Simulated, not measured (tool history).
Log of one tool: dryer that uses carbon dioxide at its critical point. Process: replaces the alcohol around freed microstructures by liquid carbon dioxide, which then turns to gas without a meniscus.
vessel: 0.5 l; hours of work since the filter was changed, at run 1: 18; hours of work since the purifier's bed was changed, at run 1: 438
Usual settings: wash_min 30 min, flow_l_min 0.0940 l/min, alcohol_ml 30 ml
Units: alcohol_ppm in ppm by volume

run	day	wash_min	flow_l_min	alcohol_ml	hours of work since the filter was changed	hours of work since the purifier's bed was changed	alcohol_ppm
1	0.000	30	0.0940	30	18	438	907
2	0.821	30	0.0940	30	32	452	930
3	1.442	30	0.1029	30	43	463	679
4	2.200	30	0.1029	30	56	476	688
5	2.975	30	0.1029	30	70	489	677
6	3.583	30	0.0940	35	80	500	1163
7	4.367	30	0.0940	30	94	513	994
8	5.579	30	0.0876	51	115	534	2285
9	6.858	37	0.0877	89	137	557	1698
10	7.858	37	0.0877	89	155	574	1773
# day 8.446: purifier's bed changed
11	8.558	30	0.1427	33	165	2	165
12	9.417	45	0.1427	25	180	17	13
13	10.667	19	0.0940	21	201	39	3439

Some steps in alcohol_ppm between neighbouring runs. How much of each would the tool show without its hidden state too (settings, what came in, random variation), and how much is left for the hidden state, with any gauge scatter that isn't in both results?
The hidden state here: flow that reaches the vessel past the clogged filter, %; alcohol in the recycled carbon dioxide, ppm; drift of the gauge itself on alcohol_ppm, %.
Run 12 -> 13: wash_min 45 -> 19, flow_l_min 0.1427 -> 0.0940, alcohol_ml 25 -> 21. alcohol_ppm +3426 ppm by volume: hidden state +581, all else +2845.
